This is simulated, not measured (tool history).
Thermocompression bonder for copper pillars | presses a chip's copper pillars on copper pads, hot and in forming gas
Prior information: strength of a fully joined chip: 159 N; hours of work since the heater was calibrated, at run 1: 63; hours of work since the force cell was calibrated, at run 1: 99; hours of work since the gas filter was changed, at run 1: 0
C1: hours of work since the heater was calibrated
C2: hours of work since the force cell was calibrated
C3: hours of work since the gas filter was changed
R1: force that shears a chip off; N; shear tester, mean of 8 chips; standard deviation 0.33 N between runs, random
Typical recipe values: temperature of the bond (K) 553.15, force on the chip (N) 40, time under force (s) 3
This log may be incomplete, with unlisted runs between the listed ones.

run 1 hour=0.0 | temperature_of_the_bond_(K)=553.15 force_on_the_chip_(N)=40 time_under_force_(s)=3 | C1=63 C2=99 C3=0 | R1=64.5
run 2 hour=32.6 | temperature_of_the_bond_(K)=553.15 force_on_the_chip_(N)=40 time_under_force_(s)=3 | C1=88 C2=124 C3=25 | R1=64.3
run 3 hour=53.6 | temperature_of_the_bond_(K)=553.15 force_on_the_chip_(N)=40 time_under_force_(s)=3 | C1=104 C2=140 C3=41 | R1=64.8
run 4 hour=74.0 | temperature_of_the_bond_(K)=553.15 force_on_the_chip_(N)=55 time_under_force_(s)=3 | C1=120 C2=155 C3=57 | R1=74.3
run 5 hour=114.8 | temperature_of_the_bond_(K)=553.15 force_on_the_chip_(N)=55 time_under_force_(s)=3 | C1=151 C2=187 C3=88 | R1=73.8
run 6 hour=154.0 | temperature_of_the_bond_(K)=553.15 force_on_the_chip_(N)=40 time_under_force_(s)=5 | C1=181 C2=217 C3=118 | R1=76.8
run 7 hour=186.3 | temperature_of_the_bond_(K)=553.15 force_on_the_chip_(N)=40 time_under_force_(s)=3 | C1=206 C2=242 C3=143 | R1=64.2
-- hour=196.4 forming gas filter changed
run 8 hour=221.7 | temperature_of_the_bond_(K)=553.15 force_on_the_chip_(N)=40 time_under_force_(s)=3 | C1=233 C2=268 C3=19 | R1=63.7
run 9 hour=264.6 | temperature_of_the_bond_(K)=553.15 force_on_the_chip_(N)=40 time_under_force_(s)=3 | C1=266 C2=301 C3=52 | R1=63.7
run 10 hour=308.1 | temperature_of_the_bond_(K)=553.15 force_on_the_chip_(N)=40 time_under_force_(s)=3 | C1=299 C2=335 C3=86 | R1=63.3
run 11 hour=338.6 | temperature_of_the_bond_(K)=553.15 force_on_the_chip_(N)=40 time_under_force_(s)=3 | C1=322 C2=358 C3=109 | R1=62.9
run 12 hour=369.6 | temperature_of_the_bond_(K)=553.15 force_on_the_chip_(N)=40 time_under_force_(s)=3 | C1=346 C2=382 C3=133 | R1=63.4
-- hour=392.9 forming gas filter changed
run 13 hour=395.8 | temperature_of_the_bond_(K)=553.15 force_on_the_chip_(N)=40 time_under_force_(s)=3 | C1=366 C2=402 C3=2 | R1=63.7
run 14 hour=436.1 | temperature_of_the_bond_(K)=553.15 force_on_the_chip_(N)=40 time_under_force_(s)=3 | C1=397 C2=433 C3=33 | R1=63.6
run 15 hour=467.0 | temperature_of_the_bond_(K)=553.15 force_on_the_chip_(N)=40 time_under_force_(s)=2 | C1=421 C2=457 C3=57 | R1=54.1
run 16 hour=486.3 | temperature_of_the_bond_(K)=553.15 force_on_the_chip_(N)=40 time_under_force_(s)=2 | C1=436 C2=471 C3=72 | R1=53.7
run 17 hour=506.2 | temperature_of_the_bond_(K)=553.15 force_on_the_chip_(N)=40 time_under_force_(s)=2 | C1=451 C2=487 C3=87 | R1=53.9
run 18 hour=544.2 | temperature_of_the_bond_(K)=533.15 force_on_the_chip_(N)=40 time_under_force_(s)=3 | C1=480 C2=516 C3=116 | R1=48.4
run 19 hour=583.0 | temperature_of_the_bond_(K)=553.15 force_on_the_chip_(N)=42 time_under_force_(s)=3 | C1=510 C2=546 C3=146 | R1=64.9
-- hour=588.2 forming gas filter changed
run 20 hour=626.7 | temperature_of_the_bond_(K)=553.15 force_on_the_chip_(N)=42 time_under_force_(s)=3 | C1=543 C2=579 C3=30 | R1=64.3
run 21 hour=657.3 | temperature_of_the_bond_(K)=553.15 force_on_the_chip_(N)=42 time_under_force_(s)=3 | C1=567 C2=602 C3=53 | R1=64.4
run 22 hour=683.0 | temperature_of_the_bond_(K)=553.15 force_on_the_chip_(N)=42 time_under_force_(s)=3 | C1=586 C2=622 C3=73 | R1=64.0
run 23 hour=728.0 | temperature_of_the_bond_(K)=553.15 force_on_the_chip_(N)=43 time_under_force_(s)=6 | C1=621 C2=657 C3=107 | R1=83.0
run 24 hour=752.8 | temperature_of_the_bond_(K)=553.15 force_on_the_chip_(N)=43 time_under_force_(s)=6 | C1=640 C2=676 C3=126 | R1=82.9
-- hour=764.7 gauge calibrated
run 25 hour=772.4 | temperature_of_the_bond_(K)=558.15 force_on_the_chip_(N)=37 time_under_force_(s)=6 | C1=655 C2=691 C3=142 | R1=83.8
-- hour=784.4 forming gas filter changed
run 26 hour=794.0 | temperature_of_the_bond_(K)=553.15 force_on_the_chip_(N)=40 time_under_force_(s)=7 | C1=671 C2=707 C3=7 | R1=86.6
run 27 hour=828.9 | temperature_of_the_bond_(K)=559.15 force_on_the_chip_(N)=30 time_under_force_(s)=6 | C1=698 C2=734 C3=34 | R1=77.6
run 28 hour=873.1 | temperature_of_the_bond_(K)=563.15 force_on_the_chip_(N)=42 time_under_force_(s)=3 | C1=732 C2=768 C3=68 | R1=73.9
run 29 hour=906.7 | temperature_of_the_bond_(K)=563.15 force_on_the_chip_(N)=42 time_under_force_(s)=2 | C1=758 C2=794 C3=94 | R1=63.0
run 30 hour=945.2 | temperature_of_the_bond_(K)=532.15 force_on_the_chip_(N)=47 time_under_force_(s)=7 | C1=787 C2=823 C3=124 | R1=72.5
run 31 hour=975.3 | temperature_of_the_bond_(K)=555.15 force_on_the_chip_(N)=29 time_under_force_(s)=3 | C1=810 C2=846 C3=147 | R1=55.6
-- hour=981.3 forming gas filter changed
run 32 hour=1019.1 | temperature_of_the_bond_(K)=555.15 force_on_the_chip_(N)=29 time_under_force_(s)=3 | C1=844 C2=880 C3=29 | R1=55.5
run 33 hour=1052.6 | temperature_of_the_bond_(K)=557.15 force_on_the_chip_(N)=29 time_under_force_(s)=4 | C1=870 C2=905 C3=55 | R1=63.8
run 34 hour=1076.6 | temperature_of_the_bond_(K)=530.15 force_on_the_chip_(N)=29 time_under_force_(s)=9 | C1=888 C2=924 C3=73 | R1=61.6
run 35 hour=1120.8 | temperature_of_the_bond_(K)=547.15 force_on_the_chip_(N)=29 time_under_force_(s)=3 | C1=922 C2=958 C3=107 | R1=50.3
run 36 hour=1143.3 | temperature_of_the_bond_(K)=532.15 force_on_the_chip_(N)=53 time_under_force_(s)=3 | C1=939 C2=975 C3=124 | R1=55.5
run 37 hour=1171.3 | temperature_of_the_bond_(K)=539.15 force_on_the_chip_(N)=34 time_under_force_(s)=2 | C1=961 C2=997 C3=146 | R1=40.8
-- hour=1177.9 forming gas filter changed
run 38 hour=1215.9 | temperature_of_the_bond_(K)=553.15 force_on_the_chip_(N)=40 time_under_force_(s)=4 | C1=995 C2=1031 C3=29 | R1=70.1
run 39 hour=1252.2 | temperature_of_the_bond_(K)=526.15 force_on_the_chip_(N)=29 time_under_force_(s)=7 | C1=1022 C2=1058 C3=57 | R1=52.8
run 40 hour=1277.7 | temperature_of_the_bond_(K)=553.15 force_on_the_chip_(N)=54 time_under_force_(s)=6 | C1=1042 C2=1078 C3=77 | R1=90.2

Here are 3 independent what-if runs from the current tool condition. What would each one return?
run A hour=1308.2 | temperature_of_the_bond_(K)=553.15 force_on_the_chip_(N)=32 time_under_force_(s)=6 | C1=1066 C2=1101 C3=100 | R1=?
run B hour=1308.2 | temperature_of_the_bond_(K)=564.15 force_on_the_chip_(N)=52 time_under_force_(s)=4 | C1=1066 C2=1101 C3=100 | R1=?
run C hour=1308.2 | temperature_of_the_bond_(K)=553.15 force_on_the_chip_(N)=33 time_under_force_(s)=6 | C1=1066 C2=1101 C3=100 | R1=?

run=A R1=73.4
run=B R1=88.1
run=C R1=74.4
What these runs would have given with no unlogged condition in the tool:
run=A R1=74.7
run=B R1=89.7
run=C R1=75.7

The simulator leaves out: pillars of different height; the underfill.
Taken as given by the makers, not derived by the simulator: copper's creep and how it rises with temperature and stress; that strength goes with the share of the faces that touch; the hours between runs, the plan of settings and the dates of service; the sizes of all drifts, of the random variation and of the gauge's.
